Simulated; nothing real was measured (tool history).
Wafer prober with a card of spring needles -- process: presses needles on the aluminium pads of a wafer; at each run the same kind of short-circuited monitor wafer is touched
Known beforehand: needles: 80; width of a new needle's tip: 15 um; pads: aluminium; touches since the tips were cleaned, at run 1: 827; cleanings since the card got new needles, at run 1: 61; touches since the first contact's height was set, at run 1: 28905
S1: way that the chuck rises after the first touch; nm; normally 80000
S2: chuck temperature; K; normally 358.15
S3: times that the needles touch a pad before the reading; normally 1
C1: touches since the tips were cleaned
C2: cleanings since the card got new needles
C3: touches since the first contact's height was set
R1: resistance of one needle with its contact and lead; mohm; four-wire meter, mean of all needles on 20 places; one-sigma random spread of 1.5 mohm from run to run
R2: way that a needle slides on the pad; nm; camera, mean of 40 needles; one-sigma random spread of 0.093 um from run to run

run 1 hour=0 | S1=80000 S2=358.15 S3=1 | C1=827 C2=61 C3=28905 | R1=136 R2=10880
-- hour=1.5 tips cleaned on abrasive film
-- hour=5.1 tips cleaned on abrasive film
-- hour=7.9 tips cleaned on abrasive film
-- hour=11.5 tips cleaned on abrasive film
-- hour=15.1 tips cleaned on abrasive film
-- hour=17.9 tips cleaned on abrasive film
-- hour=21.5 tips cleaned on abrasive film
-- hour=25.1 tips cleaned on abrasive film
-- hour=28.6 tips cleaned on abrasive film
run 2 hour=28.7 | S1=80000 S2=358.15 S3=1 | C1=72 C2=70 C3=45023 | R1=137 R2=11000
-- hour=31.6 tips cleaned on abrasive film
-- hour=35.2 tips cleaned on abrasive film
-- hour=38.7 tips cleaned on abrasive film
-- hour=42.3 tips cleaned on abrasive film
-- hour=45.9 tips cleaned on abrasive film
-- hour=49.4 tips cleaned on abrasive film
-- hour=53 tips cleaned on abrasive film
-- hour=56.6 tips cleaned on abrasive film
run 3 hour=58.1 | S1=80000 S2=358.15 S3=1 | C1=880 C2=78 C3=61548 | R1=141 R2=10810
-- hour=59.6 tips cleaned on abrasive film
-- hour=63.1 tips cleaned on abrasive film
-- hour=66.7 tips cleaned on abrasive film
-- hour=70.3 tips cleaned on abrasive film
-- hour=73.8 tips cleaned on abrasive film
-- hour=76.7 tips cleaned on abrasive film
-- hour=80.3 tips cleaned on abrasive film
-- hour=83.8 tips cleaned on abrasive film
-- hour=87.4 tips cleaned on abrasive film
-- hour=90.3 tips cleaned on abrasive film
run 4 hour=90.6 | S1=80000 S2=358.15 S3=1 | C1=175 C2=88 C3=79777 | R1=135 R2=10780
-- hour=93.4 tips cleaned on abrasive film
-- hour=97 tips cleaned on abrasive film
-- hour=100.6 tips cleaned on abrasive film
-- hour=103.4 tips cleaned on abrasive film
-- hour=103.7 height of the first contact set anew
-- hour=107.3 tips cleaned on abrasive film
-- hour=110.9 tips cleaned on abrasive film
-- hour=113.7 tips cleaned on abrasive film
run 5 hour=116.2 | S1=80000 S2=358.15 S3=1 | C1=1397 C2=95 C3=7013 | R1=138 R2=10800
-- hour=116.9 tips cleaned on abrasive film
-- hour=119.8 tips cleaned on abrasive film
-- hour=123.4 tips cleaned on abrasive film
-- hour=126.2 tips cleaned on abrasive film
-- hour=129.8 tips cleaned on abrasive film
-- hour=133.4 tips cleaned on abrasive film
-- hour=136.2 tips cleaned on abrasive film
-- hour=139.8 tips cleaned on abrasive film
-- hour=142.7 tips cleaned on abrasive film
-- hour=146.2 tips cleaned on abrasive film
-- hour=149.8 tips cleaned on abrasive film
-- hour=153.4 tips cleaned on abrasive film
-- hour=156.9 tips cleaned on abrasive film
-- hour=160.5 tips cleaned on abrasive film
run 6 hour=163 | S1=80000 S2=358.15 S3=1 | C1=1443 C2=109 C3=33324 | R1=137 R2=10790
-- hour=163.8 tips cleaned on abrasive film
-- hour=166.7 tips cleaned on abrasive film
-- hour=170.2 tips cleaned on abrasive film
-- hour=173.1 tips cleaned on abrasive film
-- hour=176.7 tips cleaned on abrasive film
-- hour=179.5 tips cleaned on abrasive film
-- hour=183.1 tips cleaned on abrasive film
-- hour=186 tips cleaned on abrasive film
-- hour=189.5 tips cleaned on abrasive film
-- hour=192.4 tips cleaned on abrasive film
run 7 hour=194.7 | S1=80000 S2=358.15 S3=1 | C1=1308 C2=119 C3=51077 | R1=139 R2=10860
-- hour=195.5 tips cleaned on abrasive film
-- hour=199 tips cleaned on abrasive film
-- hour=202.6 tips cleaned on abrasive film
-- hour=206.1 tips cleaned on abrasive film
-- hour=209.7 tips cleaned on abrasive film
-- hour=213.3 tips cleaned on abrasive film
-- hour=216.8 tips cleaned on abrasive film
-- hour=220.4 tips cleaned on abrasive film
-- hour=223.5 tips cleaned on abrasive film
run 8 hour=223.5 | S1=64000 S2=313.15 S3=1 | C1=0 C2=128 C3=67252 | R1=132 R2=8670
-- hour=226.4 tips cleaned on abrasive film
-- hour=229.9 tips cleaned on abrasive film
-- hour=233.5 tips cleaned on abrasive film
-- hour=237.1 tips cleaned on abrasive film
-- hour=240.6 tips cleaned on abrasive film
-- hour=243.5 tips cleaned on abrasive film
-- hour=247.1 tips cleaned on abrasive film
-- hour=249.9 tips cleaned on abrasive film
-- hour=253.5 tips cleaned on abrasive film
run 9 hour=253.8 | S1=75000 S2=321.15 S3=1 | C1=159 C2=137 C3=84258 | R1=133 R2=10110
-- hour=256.6 tips cleaned on abrasive film
-- hour=258.3 height of the first contact set anew
-- hour=259.8 tips cleaned on abrasive film
-- hour=263.4 tips cleaned on abrasive film
-- hour=266.9 tips cleaned on abrasive film
-- hour=269.8 tips cleaned on abrasive film
-- hour=273.4 tips cleaned on abrasive film
-- hour=276.9 tips cleaned on abrasive film
-- hour=280.5 tips cleaned on abrasive film
-- hour=284.1 tips cleaned on abrasive film
-- hour=286.9 tips cleaned on abrasive film
-- hour=290.5 tips cleaned on abrasive film
-- hour=293.4 tips cleaned on abrasive film
-- hour=296.9 tips cleaned on abrasive film
-- hour=300.5 tips cleaned on abrasive film
-- hour=303.4 tips cleaned on abrasive film
-- hour=306.9 tips cleaned on abrasive film
run 10 hour=308.3 | S1=80000 S2=373.15 S3=1 | C1=811 C2=153 C3=28087 | R1=140 R2=10820
-- hour=309.8 tips cleaned on abrasive film
-- hour=313.4 tips cleaned on abrasive film
-- hour=316.9 tips cleaned on abrasive film
-- hour=320.5 tips cleaned on abrasive film
-- hour=324.1 tips cleaned on abrasive film
-- hour=327.6 tips cleaned on abrasive film
-- hour=331.2 tips cleaned on abrasive film
-- hour=334.8 tips cleaned on abrasive film
-- hour=338.3 tips cleaned on abrasive film
-- hour=341.9 tips cleaned on abrasive film
-- hour=345.5 tips cleaned on abrasive film
run 11 hour=346 | S1=82000 S2=334.15 S3=3 | C1=338 C2=164 C3=49279 | R1=135 R2=11140
-- hour=348.9 tips cleaned on abrasive film
-- hour=351.8 tips cleaned on abrasive film
-- hour=355.3 tips cleaned on abrasive film
-- hour=358.9 tips cleaned on abrasive film
-- hour=362.5 tips cleaned on abrasive film
-- hour=366 tips cleaned on abrasive film
-- hour=368.9 tips cleaned on abrasive film
-- hour=372.5 tips cleaned on abrasive film
-- hour=376 tips cleaned on abrasive film
-- hour=379.6 tips cleaned on abrasive film
-- hour=383.2 tips cleaned on abrasive film
-- hour=386.7 tips cleaned on abrasive film
-- hour=390.3 tips cleaned on abrasive film
-- hour=393.2 tips cleaned on abrasive film
-- hour=396.7 tips cleaned on abrasive film
run 12 hour=398.9 | S1=62000 S2=355.15 S3=1 | C1=1260 C2=179 C3=79017 | R1=140 R2=8460
-- hour=399.7 tips cleaned on abrasive film
-- hour=402.6 tips cleaned on abrasive film
-- hour=406.1 tips cleaned on abrasive film
-- hour=409 tips cleaned on abrasive film
-- hour=412.6 tips cleaned on abrasive film
-- hour=412.9 height of the first contact set anew
-- hour=416.4 tips cleaned on abrasive film
-- hour=419.3 tips cleaned on abrasive film
-- hour=422.9 tips cleaned on abrasive film
-- hour=426.4 tips cleaned on abrasive film
-- hour=430 tips cleaned on abrasive film
-- hour=433.6 tips cleaned on abrasive film
-- hour=436.4 tips cleaned on abrasive film
-- hour=439.3 tips cleaned on abrasive film
-- hour=442.9 tips cleaned on abrasive film
-- hour=446.4 tips cleaned on abrasive film
-- hour=450 tips cleaned on abrasive film
-- hour=453.6 tips cleaned on abrasive film
run 13 hour=456.2 | S1=96000 S2=309.15 S3=1 | C1=1530 C2=196 C3=24393 | R1=131 R2=12830
-- hour=457 tips cleaned on abrasive film
-- hour=459.9 tips cleaned on abrasive film
-- hour=463.4 tips cleaned on abrasive film
-- hour=467 tips cleaned on abrasive film
-- hour=479 card fitted with new needles
-- hour=481.9 tips cleaned on abrasive film
-- hour=484.7 tips cleaned on abrasive film
-- hour=488.3 tips cleaned on abrasive film
-- hour=491.2 tips cleaned on abrasive film
-- hour=494.7 tips cleaned on abrasive film
-- hour=498.3 tips cleaned on abrasive film
-- hour=501.9 tips cleaned on abrasive film
run 14 hour=502.7 | S1=72000 S2=308.15 S3=3 | C1=473 C2=7 C3=13309 | R1=131 R2=9750

What if the next run were any one of these 5? Each begins from the tool's condition after run 14:
-- hour=504.9 tips cleaned on abrasive film
-- hour=508.4 tips cleaned on abrasive film
-- hour=512 tips cleaned on abrasive film
-- hour=514.9 tips cleaned on abrasive film
-- hour=518.4 tips cleaned on abrasive film
-- hour=522 tips cleaned on abrasive film
-- hour=525.6 tips cleaned on abrasive film
-- hour=529.1 tips cleaned on abrasive film
-- hour=532 tips cleaned on abrasive film
run A hour=534.4 | S1=68000 S2=353.15 S3=2 | C1=1414 C2=16 C3=31171 | R1=? R2=?
-- hour=504.9 tips cleaned on abrasive film
-- hour=508.4 tips cleaned on abrasive film
-- hour=512 tips cleaned on abrasive film
-- hour=514.9 tips cleaned on abrasive film
-- hour=518.4 tips cleaned on abrasive film
-- hour=522 tips cleaned on abrasive film
-- hour=525.6 tips cleaned on abrasive film
-- hour=529.1 tips cleaned on abrasive film
-- hour=532 tips cleaned on abrasive film
run B hour=534.4 | S1=96000 S2=382.15 S3=1 | C1=1414 C2=16 C3=31171 | R1=? R2=?
-- hour=504.9 tips cleaned on abrasive film
-- hour=508.4 tips cleaned on abrasive film
-- hour=512 tips cleaned on abrasive film
-- hour=514.9 tips cleaned on abrasive film
-- hour=518.4 tips cleaned on abrasive film
-- hour=522 tips cleaned on abrasive film
-- hour=525.6 tips cleaned on abrasive film
-- hour=529.1 tips cleaned on abrasive film
-- hour=532 tips cleaned on abrasive film
run C hour=534.4 | S1=97000 S2=396.15 S3=2 | C1=1414 C2=16 C3=31171 | R1=? R2=?
-- hour=504.9 tips cleaned on abrasive film
-- hour=508.4 tips cleaned on abrasive film
-- hour=512 tips cleaned on abrasive film
-- hour=514.9 tips cleaned on abrasive film
-- hour=518.4 tips cleaned on abrasive film
-- hour=522 tips cleaned on abrasive film
-- hour=525.6 tips cleaned on abrasive film
-- hour=529.1 tips cleaned on abrasive film
-- hour=532 tips cleaned on abrasive film
run D hour=534.4 | S1=98000 S2=358.15 S3=1 | C1=1414 C2=16 C3=31171 | R1=? R2=?
-- hour=504.9 tips cleaned on abrasive film
-- hour=508.4 tips cleaned on abrasive film
-- hour=512 tips cleaned on abrasive film
-- hour=514.9 tips cleaned on abrasive film
-- hour=518.4 tips cleaned on abrasive film
-- hour=522 tips cleaned on abrasive film
-- hour=525.6 tips cleaned on abrasive film
-- hour=529.1 tips cleaned on abrasive film
-- hour=532 tips cleaned on abrasive film
run E hour=534.4 | S1=64000 S2=380.15 S3=2 | C1=1414 C2=16 C3=31171 | R1=? R2=?

run=A R1=140 R2=9180
run=B R1=142 R2=12960
run=C R1=141 R2=13150
run=D R1=141 R2=13200
run=E R1=141 R2=8780
Stripped of hidden state, with their random variation kept, the same runs would have yielded:
run=A R1=140 R2=9190
run=B R1=141 R2=12960
run=C R1=141 R2=13160
run=D R1=140 R2=13200
run=E R1=141 R2=8780
